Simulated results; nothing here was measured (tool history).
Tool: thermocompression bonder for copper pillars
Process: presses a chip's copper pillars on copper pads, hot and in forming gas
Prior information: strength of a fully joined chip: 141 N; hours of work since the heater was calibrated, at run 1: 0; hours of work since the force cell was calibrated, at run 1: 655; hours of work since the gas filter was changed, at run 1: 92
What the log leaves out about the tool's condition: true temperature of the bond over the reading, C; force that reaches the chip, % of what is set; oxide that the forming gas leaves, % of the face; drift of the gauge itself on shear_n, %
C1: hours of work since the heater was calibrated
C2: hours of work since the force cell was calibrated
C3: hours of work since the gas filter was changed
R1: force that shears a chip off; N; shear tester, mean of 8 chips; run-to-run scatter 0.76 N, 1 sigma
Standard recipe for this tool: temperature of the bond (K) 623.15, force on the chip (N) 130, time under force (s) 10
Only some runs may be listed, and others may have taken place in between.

run 1 hour=0 | temperature_of_the_bond_(K)=623.15 force_on_the_chip_(N)=130 time_under_force_(s)=10 | C1=0 C2=655 C3=92 | R1=54.1
run 2 hour=52.7 | temperature_of_the_bond_(K)=623.15 force_on_the_chip_(N)=130 time_under_force_(s)=10 | C1=25 C2=680 C3=117 | R1=53.3
run 3 hour=124.1 | temperature_of_the_bond_(K)=636.15 force_on_the_chip_(N)=130 time_under_force_(s)=10 | C1=59 C2=715 C3=151 | R1=59.1
run 4 hour=207.8 | temperature_of_the_bond_(K)=623.15 force_on_the_chip_(N)=130 time_under_force_(s)=10 | C1=99 C2=755 C3=191 | R1=51.6
run 5 hour=293.9 | temperature_of_the_bond_(K)=623.15 force_on_the_chip_(N)=167 time_under_force_(s)=10 | C1=141 C2=796 C3=232 | R1=60.2
run 6 hour=351.9 | temperature_of_the_bond_(K)=623.15 force_on_the_chip_(N)=130 time_under_force_(s)=10 | C1=168 C2=824 C3=260 | R1=51.4
run 7 hour=423.4 | temperature_of_the_bond_(K)=651.15 force_on_the_chip_(N)=130 time_under_force_(s)=10 | C1=202 C2=858 C3=294 | R1=61.2
run 8 hour=477.4 | temperature_of_the_bond_(K)=651.15 force_on_the_chip_(N)=90 time_under_force_(s)=10 | C1=228 C2=883 C3=320 | R1=47.7
run 9 hour=536.1 | temperature_of_the_bond_(K)=623.15 force_on_the_chip_(N)=148 time_under_force_(s)=10 | C1=256 C2=912 C3=348 | R1=52.9
run 10 hour=624.3 | temperature_of_the_bond_(K)=603.15 force_on_the_chip_(N)=130 time_under_force_(s)=10 | C1=298 C2=954 C3=390 | R1=39.9
-- hour=672.1 forming gas filter changed
run 11 hour=693.6 | temperature_of_the_bond_(K)=603.15 force_on_the_chip_(N)=130 time_under_force_(s)=10 | C1=331 C2=987 C3=10 | R1=43
run 12 hour=758.5 | temperature_of_the_bond_(K)=603.15 force_on_the_chip_(N)=130 time_under_force_(s)=10 | C1=362 C2=1018 C3=41 | R1=41.3
-- hour=779.5 force cell calibrated
run 13 hour=807 | temperature_of_the_bond_(K)=603.15 force_on_the_chip_(N)=130 time_under_force_(s)=10 | C1=385 C2=13 C3=64 | R1=44.2
run 14 hour=857 | temperature_of_the_bond_(K)=640.15 force_on_the_chip_(N)=130 time_under_force_(s)=10 | C1=409 C2=37 C3=88 | R1=61.1
run 15 hour=944 | temperature_of_the_bond_(K)=640.15 force_on_the_chip_(N)=130 time_under_force_(s)=10 | C1=450 C2=79 C3=129 | R1=60.4
run 16 hour=1014 | temperature_of_the_bond_(K)=638.15 force_on_the_chip_(N)=130 time_under_force_(s)=10 | C1=484 C2=112 C3=163 | R1=57.7
run 17 hour=1074.2 | temperature_of_the_bond_(K)=638.15 force_on_the_chip_(N)=130 time_under_force_(s)=10 | C1=513 C2=141 C3=192 | R1=58.4
run 18 hour=1135 | temperature_of_the_bond_(K)=623.15 force_on_the_chip_(N)=130 time_under_force_(s)=19 | C1=542 C2=170 C3=221 | R1=63.2
run 19 hour=1196.7 | temperature_of_the_bond_(K)=623.15 force_on_the_chip_(N)=188 time_under_force_(s)=10 | C1=571 C2=199 C3=250 | R1=63.3
run 20 hour=1263 | temperature_of_the_bond_(K)=623.15 force_on_the_chip_(N)=130 time_under_force_(s)=10 | C1=603 C2=231 C3=282 | R1=48.9
run 21 hour=1318.7 | temperature_of_the_bond_(K)=643.15 force_on_the_chip_(N)=157 time_under_force_(s)=7 | C1=629 C2=258 C3=308 | R1=56.1
run 22 hour=1366.5 | temperature_of_the_bond_(K)=632.15 force_on_the_chip_(N)=101 time_under_force_(s)=6 | C1=652 C2=281 C3=331 | R1=36.5
run 23 hour=1407 | temperature_of_the_bond_(K)=632.15 force_on_the_chip_(N)=101 time_under_force_(s)=6 | C1=672 C2=300 C3=351 | R1=36.1
run 24 hour=1477.9 | temperature_of_the_bond_(K)=633.15 force_on_the_chip_(N)=130 time_under_force_(s)=10 | C1=706 C2=334 C3=385 | R1=51
-- hour=1542.1 forming gas filter changed
run 25 hour=1563.7 | temperature_of_the_bond_(K)=633.15 force_on_the_chip_(N)=130 time_under_force_(s)=10 | C1=746 C2=375 C3=10 | R1=56.3
run 26 hour=1645.3 | temperature_of_the_bond_(K)=633.15 force_on_the_chip_(N)=130 time_under_force_(s)=10 | C1=785 C2=414 C3=49 | R1=55
run 27 hour=1690.5 | temperature_of_the_bond_(K)=633.15 force_on_the_chip_(N)=130 time_under_force_(s)=10 | C1=807 C2=435 C3=71 | R1=54.5
run 28 hour=1787.1 | temperature_of_the_bond_(K)=594.15 force_on_the_chip_(N)=102 time_under_force_(s)=15 | C1=853 C2=481 C3=117 | R1=36.4
run 29 hour=1829.6 | temperature_of_the_bond_(K)=594.15 force_on_the_chip_(N)=102 time_under_force_(s)=15 | C1=873 C2=502 C3=137 | R1=36.6
-- hour=1919.8 heater calibrated with a thermocouple chip
run 30 hour=1921.1 | temperature_of_the_bond_(K)=614.15 force_on_the_chip_(N)=134 time_under_force_(s)=6 | C1=1 C2=545 C3=180 | R1=39.4
run 31 hour=2001.2 | temperature_of_the_bond_(K)=623.15 force_on_the_chip_(N)=185 time_under_force_(s)=7 | C1=39 C2=583 C3=218 | R1=55.8
run 32 hour=2073.6 | temperature_of_the_bond_(K)=608.15 force_on_the_chip_(N)=130 time_under_force_(s)=12 | C1=74 C2=617 C3=253 | R1=46.7
run 33 hour=2135.1 | temperature_of_the_bond_(K)=608.15 force_on_the_chip_(N)=130 time_under_force_(s)=12 | C1=103 C2=647 C3=283 | R1=47.6
run 34 hour=2193.9 | temperature_of_the_bond_(K)=608.15 force_on_the_chip_(N)=93 time_under_force_(s)=11 | C1=131 C2=675 C3=311 | R1=37.1
run 35 hour=2234.3 | temperature_of_the_bond_(K)=646.15 force_on_the_chip_(N)=87 time_under_force_(s)=9 | C1=150 C2=694 C3=330 | R1=45.3
run 36 hour=2314.9 | temperature_of_the_bond_(K)=646.15 force_on_the_chip_(N)=158 time_under_force_(s)=7 | C1=189 C2=733 C3=368 | R1=57.7
run 37 hour=2381.9 | temperature_of_the_bond_(K)=610.15 force_on_the_chip_(N)=133 time_under_force_(s)=19 | C1=221 C2=765 C3=401 | R1=55.8
-- hour=2410.1 forming gas filter changed
run 38 hour=2433.2 | temperature_of_the_bond_(K)=623.15 force_on_the_chip_(N)=81 time_under_force_(s)=7 | C1=245 C2=789 C3=11 | R1=34.9
run 39 hour=2490 | temperature_of_the_bond_(K)=623.15 force_on_the_chip_(N)=90 time_under_force_(s)=10 | C1=272 C2=816 C3=38 | R1=42

Had the tool no unlogged condition, and each run kept its random variation, what would the results have been?
run=1 R1=57.1
run=2 R1=56.9
run=3 R1=63.7
run=4 R1=56.6
run=5 R1=66.8
run=6 R1=57.9
run=7 R1=69.5
run=8 R1=55.3
run=9 R1=61.9
run=10 R1=47.8
run=11 R1=47
run=12 R1=45.9
run=13 R1=46.9
run=14 R1=64.8
run=15 R1=65.1
run=16 R1=63.1
run=17 R1=64.5
run=18 R1=70.7
run=19 R1=71.6
run=20 R1=56.4
run=21 R1=64.9
run=22 R1=42.9
run=23 R1=42.8
run=24 R1=61.2
run=25 R1=61.7
run=26 R1=61.2
run=27 R1=61.2
run=28 R1=42.8
run=29 R1=43.4
run=30 R1=42.5
run=31 R1=61
run=32 R1=52
run=33 R1=53.6
run=34 R1=42.3
run=35 R1=51.7
run=36 R1=66.6
run=37 R1=65.6
run=38 R1=37.4
run=39 R1=45.4
